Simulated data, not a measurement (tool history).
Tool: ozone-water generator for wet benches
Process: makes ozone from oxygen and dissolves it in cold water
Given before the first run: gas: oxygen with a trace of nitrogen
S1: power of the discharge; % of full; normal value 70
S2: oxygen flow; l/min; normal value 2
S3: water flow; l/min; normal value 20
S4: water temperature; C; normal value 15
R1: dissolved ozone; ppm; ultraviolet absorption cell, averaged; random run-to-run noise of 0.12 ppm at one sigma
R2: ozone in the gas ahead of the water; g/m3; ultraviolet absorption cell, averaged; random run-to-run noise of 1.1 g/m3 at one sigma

Run 1, hour 0: usual settings. Result: R1 9.3 ppm, R2 191.5 g/m3.
Run 2, hour 45.9: usual settings. Result: R1 9.4 ppm, R2 193 g/m3.
Run 3, hour 76.1: usual settings. Result: R1 9.2 ppm, R2 194.3 g/m3.
Run 4, hour 112.4: usual settings but S2 2.05 l/min. Result: R1 9.3 ppm, R2 190 g/m3.
Run 5, hour 175.4: usual settings but S2 2.05 l/min. Result: R1 9.2 ppm, R2 190.1 g/m3.
Run 6, hour 207.2: usual settings but S2 2.05 l/min. Result: R1 9.5 ppm, R2 191.4 g/m3.
Run 7, hour 257.4: usual settings but S2 2.05 l/min. Result: R1 9.4 ppm, R2 188.8 g/m3.
Run 8, hour 297.1: usual settings. Result: R1 9.4 ppm, R2 193.5 g/m3.
Run 9, hour 329.1: usual settings. Result: R1 9.1 ppm, R2 191.5 g/m3.
Run 10, hour 389.1: usual settings but S1 44 % of full. Result: R1 6.6 ppm, R2 139.1 g/m3.
Run 11, hour 418.9: usual settings but S1 44 % of full. Result: R1 6.6 ppm, R2 138.4 g/m3.
Run 12, hour 448.1: usual settings but S4 12 C. Result: R1 9.2 ppm, R2 191.5 g/m3.
Run 13, hour 497.4: usual settings but S4 12 C. Result: R1 9.2 ppm, R2 191 g/m3.
Run 14, hour 533: usual settings but S4 12 C. Result: R1 9.4 ppm, R2 189.3 g/m3.
Run 15, hour 603: usual settings but S2 1.82 l/min. Result: R1 8.9 ppm, R2 201.9 g/m3.
Run 16, hour 633.5: usual settings. Result: R1 9.2 ppm, R2 192.1 g/m3.
Run 17, hour 668.3: usual settings but S3 14 l/min, S4 11 C. Result: R1 13.3 ppm, R2 191.8 g/m3.
Run 18, hour 720.6: usual settings but S3 18 l/min, S4 14 C. Result: R1 10.1 ppm, R2 189.1 g/m3.
Run 19, hour 782.7: usual settings but S3 23 l/min, S4 22 C. Result: R1 7.5 ppm, R2 188.7 g/m3.
Run 20, hour 846.7: usual settings but S2 1.34 l/min. Result: R1 8.4 ppm, R2 238.9 g/m3.
Run 21, hour 877.7: usual settings but S1 42 % of full, S2 1.34 l/min, S3 15 l/min. Result: R1 7.7 ppm, R2 169.2 g/m3.
Run 22, hour 946.5: usual settings but S1 42 % of full, S2 1.34 l/min, S3 15 l/min. Result: R1 7.7 ppm, R2 165.8 g/m3.
Run 23, hour 981.2: usual settings but S1 80 % of full, S2 2.3 l/min, S3 24 l/min, S4 8 C. Result: R1 8.8 ppm, R2 192.7 g/m3.
Run 24, hour 1039.7: usual settings but S1 80 % of full, S2 2.38 l/min, S3 24 l/min, S4 8 C. Result: R1 8.9 ppm, R2 186.9 g/m3.
Run 25, hour 1082.2: usual settings but S1 80 % of full, S2 2.28 l/min, S3 14 l/min, S4 14 C. Result: R1 14.5 ppm, R2 193.6 g/m3.
Run 26, hour 1128.2: usual settings but S1 80 % of full, S2 2.28 l/min, S3 14 l/min, S4 14 C. Result: R1 14.1 ppm, R2 192.9 g/m3.
Run 27, hour 1195.8: usual settings but S3 23 l/min. Result: R1 7.7 ppm, R2 188.1 g/m3.
Run 28, hour 1241.9: usual settings but S1 62 % of full, S2 1.6 l/min, S3 29 l/min, S4 9 C. Result: R1 5.5 ppm, R2 197.4 g/m3.
Run 29, hour 1300.7: usual settings but S1 62 % of full, S2 1.6 l/min, S3 29 l/min, S4 9 C. Result: R1 5.4 ppm, R2 198.1 g/m3.
Run 30, hour 1356.4: usual settings but S1 62 % of full, S2 1.6 l/min, S3 14 l/min, S4 9 C. Result: R1 11.8 ppm, R2 198.3 g/m3.
At hour 1363.4: water thermometer calibrated.
Run 31, hour 1401: usual settings but S2 3.02 l/min, S4 18 C. Result: R1 9.1 ppm, R2 149.1 g/m3.
Run 32, hour 1437.1: usual settings but S1 81 % of full, S2 3.02 l/min, S3 15 l/min, S4 18 C. Result: R1 13.3 ppm, R2 162.8 g/m3.

Below are 3 alternative next runs, each starting from the tool's condition after run 32. Predict each:
Run A, hour 1493.2: usual settings but S1 81 % of full, S2 3.02 l/min, S3 15 l/min, S4 8 C. Result: R1 ?, R2 ?.
Run B, hour 1493.2: usual settings but S1 81 % of full, S2 3.02 l/min, S3 13 l/min, S4 18 C. Result: R1 ?, R2 ?.
Run C, hour 1493.2: usual settings but S3 21 l/min, S4 10 C. Result: R1 ?, R2 ?.

run    R1     R2
  A  14.4    163
  B  14.4  164.2
  C   8.7  190.8
The same runs, with their run-to-run variation unchanged, on a tool lacking any hidden condition would have given:
run    R1     R2
  A  16.5  173.1
  B  16.6  174.4
  C    10  201.4
